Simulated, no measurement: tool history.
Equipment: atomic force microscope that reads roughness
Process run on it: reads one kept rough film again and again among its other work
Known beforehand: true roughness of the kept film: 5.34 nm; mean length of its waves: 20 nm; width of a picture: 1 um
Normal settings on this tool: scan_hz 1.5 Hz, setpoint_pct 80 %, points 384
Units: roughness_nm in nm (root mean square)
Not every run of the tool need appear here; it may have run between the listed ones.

| run | day | scan_hz | setpoint_pct | points | roughness_nm |
|---|---|---|---|---|---|
| 1 | 0 | 1.5 | 80 | 384 | 3.032 |
| 2 | 1.358 | 0.94 | 80 | 384 | 3.174 |
| 3 | 2.654 | 0.94 | 80 | 384 | 3.136 |
| 4 | 5.121 | 0.94 | 80 | 384 | 3.147 |
| 5 | 7.642 | 0.94 | 80 | 384 | 3.17 |
|  | 8.896 | new tip fitted |
| 6 | 9.812 | 0.94 | 80 | 384 | 3.188 |
| 7 | 12.017 | 0.94 | 80 | 384 | 3.174 |
| 8 | 13.121 | 1.51 | 80 | 384 | 3.024 |
| 9 | 14.312 | 1.51 | 80 | 384 | 3.01 |
| 10 | 15.975 | 1.51 | 80 | 384 | 3.015 |
| 11 | 17.433 | 1.47 | 71 | 384 | 3.142 |
| 12 | 18.592 | 1.67 | 82 | 427 | 2.946 |
|  | 19.892 | new tip fitted |
| 13 | 20.604 | 0.92 | 72 | 314 | 3.229 |
| 14 | 23.204 | 0.98 | 79 | 384 | 3.171 |
| 15 | 25.204 | 1.5 | 80 | 316 | 2.984 |
| 16 | 27.221 | 1.42 | 74 | 257 | 3.068 |
| 17 | 29.117 | 0.75 | 61 | 325 | 3.331 |
|  | 30.904 | new tip fitted |
| 18 | 30.904 | 0.75 | 61 | 325 | 3.342 |

Predict each of these 4 candidate next runs independently; none follows another, all start after run 18:
| A | 33.212 | 3.51 | 80 | 889 | ? |
| B | 33.212 | 2.66 | 61 | 689 | ? |
| C | 33.212 | 1.5 | 80 | 276 | ? |
| D | 33.212 | 0.75 | 71 | 325 | ? |

| run | roughness_nm |
|---|---|
| A | 2.673 |
| B | 3.221 |
| C | 3.01 |
| D | 3.304 |
Take away the tool's hidden state, keep each run's random variation, and the runs would have read:
| run | roughness_nm |
|---|---|
| A | 2.676 |
| B | 3.225 |
| C | 3.014 |
| D | 3.308 |
